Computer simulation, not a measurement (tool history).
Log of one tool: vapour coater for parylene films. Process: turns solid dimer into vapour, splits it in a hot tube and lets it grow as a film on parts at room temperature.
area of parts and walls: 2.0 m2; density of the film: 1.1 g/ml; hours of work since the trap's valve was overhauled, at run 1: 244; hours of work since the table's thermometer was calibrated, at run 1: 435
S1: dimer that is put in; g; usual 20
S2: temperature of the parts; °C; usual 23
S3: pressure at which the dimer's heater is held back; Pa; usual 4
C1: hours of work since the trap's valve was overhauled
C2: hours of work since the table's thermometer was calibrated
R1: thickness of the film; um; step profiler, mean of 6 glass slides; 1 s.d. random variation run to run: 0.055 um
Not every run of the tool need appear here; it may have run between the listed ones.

{"run": 1, "hour": 0.0, "S1": 20, "S2": 23, "S3": 4, "C1": 244, "C2": 435, "R1": 6.36}
{"run": 2, "hour": 48.4, "S1": 20, "S2": 23, "S3": 4, "C1": 274, "C2": 464, "R1": 6.38}
{"run": 3, "hour": 73.6, "S1": 15, "S2": 23, "S3": 4, "C1": 289, "C2": 479, "R1": 4.8}
{"run": 4, "hour": 97.5, "S1": 15, "S2": 23, "S3": 4, "C1": 304, "C2": 494, "R1": 4.88}
{"run": 5, "hour": 120.1, "S1": 15, "S2": 23, "S3": 4, "C1": 318, "C2": 508, "R1": 4.77}
{"run": 6, "hour": 144.5, "S1": 20, "S2": 23, "S3": 5.39, "C1": 332, "C2": 523, "R1": 6.13}
{"run": 7, "hour": 177.0, "S1": 20, "S2": 23, "S3": 4, "C1": 352, "C2": 542, "R1": 6.42}
{"run": 8, "hour": 204.4, "S1": 20, "S2": 23, "S3": 8.41, "C1": 369, "C2": 559, "R1": 5.72}
{"run": 9, "hour": 227.1, "S1": 20, "S2": 23, "S3": 4, "C1": 383, "C2": 573, "R1": 6.42}
{"run": 10, "hour": 275.6, "S1": 20, "S2": 23, "S3": 4, "C1": 412, "C2": 603, "R1": 6.37}
{"run": 11, "hour": 306.8, "S1": 20, "S2": 23, "S3": 2.02, "C1": 431, "C2": 622, "R1": 7.12}
{"run": 12, "hour": 326.9, "S1": 20, "S2": 23, "S3": 2.02, "C1": 443, "C2": 634, "R1": 7.17}
{"run": 13, "hour": 364.9, "S1": 20, "S2": 23, "S3": 2.02, "C1": 467, "C2": 657, "R1": 7}
{"run": 14, "hour": 398.0, "S1": 20, "S2": 23, "S3": 2.02, "C1": 487, "C2": 677, "R1": 7.08}
{"run": 15, "hour": 446.8, "S1": 24, "S2": 33, "S3": 2.74, "C1": 517, "C2": 707, "R1": 5.08}
{"run": 16, "hour": 476.0, "S1": 30, "S2": 23, "S3": 4, "C1": 534, "C2": 725, "R1": 9.65}
{"hour": 490.6, "done": "trap's valve overhauled"}
{"run": 17, "hour": 507.8, "S1": 20, "S2": 16, "S3": 10.63, "C1": 10, "C2": 742, "R1": 7.63}
{"run": 18, "hour": 551.6, "S1": 20, "S2": 31, "S3": 4.74, "C1": 37, "C2": 768, "R1": 4.33}
{"run": 19, "hour": 599.1, "S1": 21, "S2": 30, "S3": 3.54, "C1": 66, "C2": 797, "R1": 4.91}
{"run": 20, "hour": 636.1, "S1": 21, "S2": 30, "S3": 3.54, "C1": 89, "C2": 820, "R1": 4.94}
{"run": 21, "hour": 674.1, "S1": 22, "S2": 15, "S3": 3.18, "C1": 112, "C2": 843, "R1": 9.68}

Forecast each of these 5 alternatives for the next run:
{"run": "A", "hour": 715.1, "S1": 18, "S2": 21, "S3": 7.38, "C1": 137, "C2": 868, "R1": "?"}
{"run": "B", "hour": 715.1, "S1": 24, "S2": 23, "S3": 6.07, "C1": 137, "C2": 868, "R1": "?"}
{"run": "C", "hour": 715.1, "S1": 20, "S2": 17, "S3": 4, "C1": 137, "C2": 868, "R1": "?"}
{"run": "D", "hour": 715.1, "S1": 20, "S2": 23, "S3": 2.9, "C1": 137, "C2": 868, "R1": "?"}
{"run": "E", "hour": 715.1, "S1": 30, "S2": 30, "S3": 4, "C1": 137, "C2": 868, "R1": "?"}

run=A R1=5.73
run=B R1=7.24
run=C R1=8.51
run=D R1=6.8
run=E R1=7.02
Stripped of hidden state, with their random variation kept, the same runs would have yielded:
run=A R1=5.75
run=B R1=7.26
run=C R1=8.54
run=D R1=6.82
run=E R1=7.05
